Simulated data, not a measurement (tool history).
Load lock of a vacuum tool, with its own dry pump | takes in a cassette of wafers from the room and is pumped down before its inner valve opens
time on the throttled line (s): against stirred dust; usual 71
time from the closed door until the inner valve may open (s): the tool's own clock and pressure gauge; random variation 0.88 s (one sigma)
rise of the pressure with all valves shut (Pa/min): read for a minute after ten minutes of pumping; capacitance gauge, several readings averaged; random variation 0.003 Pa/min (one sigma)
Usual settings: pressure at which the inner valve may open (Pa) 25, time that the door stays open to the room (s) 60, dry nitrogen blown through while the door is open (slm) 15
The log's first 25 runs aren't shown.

| run | hour | time on the throttled line (s) | pressure at which the inner valve may open (Pa) | time that the door stays open to the room (s) | dry nitrogen blown through while the door is open (slm) | hours that the pump has run since its overhaul | times that the door has closed on its seal | incoming humidity of the room's air, % | time from the closed door until the inner valve may open (s) | rise of the pressure with all valves shut (Pa/min) |
|---|---|---|---|---|---|---|---|---|---|---|
| 26 | 12447.9 | 79 | 41 | 76 | 15 | 22938 | 16759 | 44.7 | 153.1 | 0.180 |
|  | 12510.0 | dry pump taken out, an overhauled one fitted |
| 27 | 12979.5 | 92 | 24 | 43 | 6 | 469 | 17388 | 41.8 | 154.9 | 0.192 |
| 28 | 13384.9 | 107 | 20 | 182 | 17 | 875 | 17874 | 46.7 | 169.2 | 0.225 |
| 29 | 13771.0 | 71 | 48 | 60 | 15 | 1261 | 18336 | 44.4 | 132.9 | 0.201 |
| 30 | 14302.5 | 71 | 23 | 169 | 24 | 1792 | 18972 | 47.3 | 140.7 | 0.231 |
| 31 | 14613.3 | 51 | 24 | 232 | 5 | 2103 | 19344 | 48.7 | 125.1 | 0.307 |
| 32 | 15100.1 | 91 | 27 | 73 | 18 | 2590 | 19926 | 46.6 | 153.7 | 0.228 |
| 33 | 15663.4 | 129 | 27 | 73 | 18 | 3153 | 20601 | 43.9 | 180.3 | 0.238 |
| 34 | 16341.9 | 129 | 22 | 73 | 15 | 3832 | 21413 | 46.7 | 184.9 | 0.253 |
| 35 | 16697.1 | 44 | 28 | 73 | 15 | 4187 | 21838 | 46.3 | 119.6 | 0.257 |
| 36 | 17098.5 | 56 | 28 | 189 | 39 | 4589 | 22318 | 45.1 | 128.9 | 0.272 |
| 37 | 17613.9 | 119 | 25 | 60 | 28 | 5104 | 22935 | 44.4 | 177.7 | 0.261 |

Forecast each of these 4 alternatives for the next run:
| A | 17931.2 | 81 | 25 | 38 | 15 | 5421 | 23315 | 42.4 | ? | ? |
| B | 17931.2 | 119 | 19 | 85 | 28 | 5421 | 23315 | 47.4 | ? | ? |
| C | 17931.2 | 71 | 19 | 125 | 4 | 5421 | 23315 | 44.9 | ? | ? |
| D | 17931.2 | 67 | 45 | 60 | 21 | 5421 | 23315 | 43.2 | ? | ? |

| run | time from the closed door until the inner valve may open (s) | rise of the pressure with all valves shut (Pa/min) |
|---|---|---|
| A | 148.7 | 0.273 |
| B | 177.8 | 0.277 |
| C | 144.6 | 0.326 |
| D | 130.8 | 0.284 |
Without the tool's hidden state the same runs would have given:
| run | time from the closed door until the inner valve may open (s) | rise of the pressure with all valves shut (Pa/min) |
|---|---|---|
| A | 145.1 | 0.020 |
| B | 174.6 | 0.024 |
| C | 140.7 | 0.073 |
| D | 127.4 | 0.021 |

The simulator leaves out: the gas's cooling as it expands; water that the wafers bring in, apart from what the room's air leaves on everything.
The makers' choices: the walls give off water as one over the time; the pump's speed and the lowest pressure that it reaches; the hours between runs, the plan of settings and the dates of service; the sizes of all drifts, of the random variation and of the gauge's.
